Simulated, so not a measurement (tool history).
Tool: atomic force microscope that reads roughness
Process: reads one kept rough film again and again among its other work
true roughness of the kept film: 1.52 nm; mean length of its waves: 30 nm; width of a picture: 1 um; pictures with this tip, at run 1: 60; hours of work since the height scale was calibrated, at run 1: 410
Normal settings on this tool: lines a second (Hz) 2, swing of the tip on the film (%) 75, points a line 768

run,day,lines a second (Hz),swing of the tip on the film (%),points a line,pictures with this tip,hours of work since the height scale was calibrated,roughness of the kept film (nm (root mean square))
1,0,2,75,768,60,410,1.222
2,0.621,2,75,768,86,417,1.187
3,1.4,2,75,768,119,427,1.159
4,2.021,2,75,768,145,435,1.149
5,2.638,2,75,768,172,443,1.124
6,3.562,2,75,768,211,455,1.093
7,4.579,2,75,768,254,468,1.056
8,5.238,2,75,768,282,477,1.061
9,6.425,2,75,300,332,492,1.004
# day 6.658: new tip fitted
10,7.612,2,75,300,40,507,1.2
11,8.771,2,75,300,89,522,1.157
# day 8.917: height scale calibrated on a step standard
12,9.958,2,58,768,138,13,1.234
13,10.746,2,58,768,171,24,1.206
14,11.638,0.84,75,768,209,35,1.174
# day 12.329: height scale calibrated on a step standard, once more
15,12.775,0.84,75,768,255,6,1.151
16,13.642,0.84,83,263,292,17,1.063
17,14.562,1.47,83,313,331,29,0.986
# day 14.729: new tip fitted
18,15.179,2,75,736,19,36,1.233
19,15.742,0.56,90,725,42,44,1.282
20,16.317,0.55,75,768,67,51,1.295
21,17.508,0.55,75,768,118,66,1.267
22,18.717,0.72,77,768,169,82,1.2
23,19.742,0.94,81,823,212,95,1.138
24,20.829,1.93,73,349,258,109,1.08

5 ways to go on from here, each from the tool as it stands after run 24. What would each give?
A,21.875,2.15,85,316,303,122,?
B,21.875,1.4,61,533,303,122,?
C,21.875,1.95,64,405,303,122,?
D,21.875,2,76,768,303,122,?
E,21.875,3.3,62,277,303,122,?

run,roughness of the kept film (nm (root mean square))
A,0.941
B,1.125
C,1.076
D,1.023
E,1.043
Without the tool's unlogged condition, the same runs would have read:
run,roughness of the kept film (nm (root mean square))
A,1.152
B,1.377
C,1.321
D,1.255
E,1.28
